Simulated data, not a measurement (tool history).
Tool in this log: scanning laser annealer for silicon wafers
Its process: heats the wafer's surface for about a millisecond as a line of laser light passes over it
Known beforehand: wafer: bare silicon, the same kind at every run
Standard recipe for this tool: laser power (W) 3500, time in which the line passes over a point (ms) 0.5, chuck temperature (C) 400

run,hour,laser power (W),time in which the line passes over a point (ms),chuck temperature (C),highest temperature of the surface (C)
1,0,3500,0.5,400,1095
2,34.9,3284,0.5,400,1056
3,66,3284,0.5,400,1057
4,113.9,3500,0.5,400,1095
5,149.9,3500,0.5,400,1094
6,188.8,3500,0.562,400,1136
7,238.7,3500,0.562,400,1133
8,283.2,3500,0.562,400,1133
9,317.6,3500,0.5,400,1090
10,362.6,3500,0.5,400,1087
11,409.8,3500,0.5,400,1086
12,457.1,3500,0.5,400,1087
13,493.5,3500,0.5,400,1086
14,535.7,3500,0.5,400,1085
15,567.9,3500,0.5,400,1086
16,612.8,3500,0.5,400,1082
17,655,3500,0.5,400,1084
18,705.5,3017,0.478,438,1019
19,740.8,3017,0.478,438,1018
20,764.2,3017,0.477,399,977
# hour 774.8: window over the wafer cleaned
21,811,3500,0.5,368,1084
22,849.6,3800,0.5,428,1198
23,884,3350,0.568,428,1160
24,937.4,3234,0.5,400,1066
25,977.5,3234,0.5,400,1063
26,1019.3,3500,0.522,437,1164
27,1060.5,3725,0.522,383,1149
28,1093.4,3725,0.522,383,1151
29,1121.2,3057,0.414,367,939
30,1164.6,3695,0.379,390,1036
31,1201.9,3695,0.379,390,1036
32,1237.4,3695,0.617,390,1214
33,1279.4,3304,0.402,371,969
34,1327.4,3304,0.402,371,967

3 ways to go on from here, each from the tool as it stands after run 34. What would each give?
A,1364.8,3304,0.432,395,?
B,1364.8,3304,0.437,430,?
C,1364.8,3304,0.402,435,?

run,highest temperature of the surface (C)
A,1014
B,1054
C,1030
Had the tool no hidden state, the same runs would have come out as:
run,highest temperature of the surface (C)
A,1038
B,1078
C,1052

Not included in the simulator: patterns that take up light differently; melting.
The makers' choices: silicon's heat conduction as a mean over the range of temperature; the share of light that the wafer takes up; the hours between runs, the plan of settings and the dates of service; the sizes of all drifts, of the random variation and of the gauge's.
